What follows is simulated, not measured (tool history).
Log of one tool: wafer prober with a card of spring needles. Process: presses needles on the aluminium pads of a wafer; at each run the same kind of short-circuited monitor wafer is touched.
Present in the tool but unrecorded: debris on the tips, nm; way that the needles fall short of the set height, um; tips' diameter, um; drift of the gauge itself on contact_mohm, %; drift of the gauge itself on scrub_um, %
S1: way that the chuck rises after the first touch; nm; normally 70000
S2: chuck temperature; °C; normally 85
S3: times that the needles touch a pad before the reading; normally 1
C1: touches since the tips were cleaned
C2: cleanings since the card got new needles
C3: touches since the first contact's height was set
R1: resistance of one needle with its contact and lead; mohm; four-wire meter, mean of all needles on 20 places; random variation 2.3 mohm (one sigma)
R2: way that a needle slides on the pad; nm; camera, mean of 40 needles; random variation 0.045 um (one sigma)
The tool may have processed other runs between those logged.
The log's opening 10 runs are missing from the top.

run	hour	S1	S2	S3	C1	C2	C3	R1	R2
# hour 68.6: tips cleaned on abrasive film
11	71.8	70000	85	1	1408	50	70598	255	16820
# hour 76.0: tips cleaned on abrasive film
12	80.2	70000	85	1	1879	51	74331	264	16930
# hour 83.9: tips cleaned on abrasive film
13	88.3	63000	85	1	1992	52	77948	260	15300
# hour 91.2: tips cleaned on abrasive film
14	94.3	63000	85	1	1374	53	80576	266	15220
# hour 98.6: tips cleaned on abrasive film
15	103.3	63000	47	1	2111	54	84574	252	15240
# hour 106.4: tips cleaned on abrasive film
16	107.6	70000	39	1	567	55	86483	244	16930
# hour 113.7: tips cleaned on abrasive film
17	116.1	70000	39	1	1068	56	90254	245	16880
# hour 121.3: tips cleaned on abrasive film
18	121.5	70000	85	1	89	57	92638	255	16910
# hour 128.8: tips cleaned on abrasive film
19	129.0	60000	72	2	81	58	95960	251	14560
20	132.9	60000	72	2	1810	58	97689	256	14490
# hour 136.2: tips cleaned on abrasive film
21	140.6	60000	72	3	1992	59	101136	262	14490
# hour 143.6: tips cleaned on abrasive film
22	147.7	50000	85	1	1837	60	104268	267	12040
# hour 151.2: tips cleaned on abrasive film
23	152.6	50000	85	1	650	61	106421	262	12110
# hour 159.0: tips cleaned on abrasive film
24	161.9	51000	33	3	1317	62	110567	248	12340
# hour 165.7: height of the first contact set anew
# hour 166.6: tips cleaned on abrasive film
25	166.7	51000	33	2	72	63	423	245	12340
26	171.5	70000	47	1	2206	63	2557	246	16880
# hour 174.1: tips cleaned on abrasive film
27	176.2	70000	47	1	940	64	4658	243	16910
# hour 181.3: tips cleaned on abrasive film
28	182.4	66000	33	1	471	65	7365	247	15890
# hour 188.8: tips cleaned on abrasive film
29	191.7	66000	33	1	1285	66	11503	242	15950
# hour 196.1: tips cleaned on abrasive film
30	201.1	66000	33	1	2258	67	15685	243	15960
# hour 203.4: tips cleaned on abrasive film
31	207.3	65000	103	1	1764	68	18430	268	15690
# hour 210.5: tips cleaned on abrasive film
32	213.6	76000	38	2	1393	69	21240	243	18420

Below are 5 alternative next runs, each starting from the tool's condition after run 32. Predict each:
# hour 218.2: tips cleaned on abrasive film
A	221.7	66000	85	1	1563	70	24805	?	?
# hour 218.2: tips cleaned on abrasive film
B	221.7	77000	76	2	1563	70	24805	?	?
# hour 218.2: tips cleaned on abrasive film
C	221.7	70000	85	2	1563	70	24805	?	?
# hour 218.2: tips cleaned on abrasive film
D	221.7	70000	62	1	1563	70	24805	?	?
# hour 218.2: tips cleaned on abrasive film
E	221.7	78000	38	2	1563	70	24805	?	?

run	R1	R2
A	254	15920
B	249	18750
C	256	16840
D	249	16870
E	240	18960
Without the tool's hidden state the same runs would have given:
run	R1	R2
A	254	15920
B	249	18750
C	256	16840
D	248	16870
E	240	18960
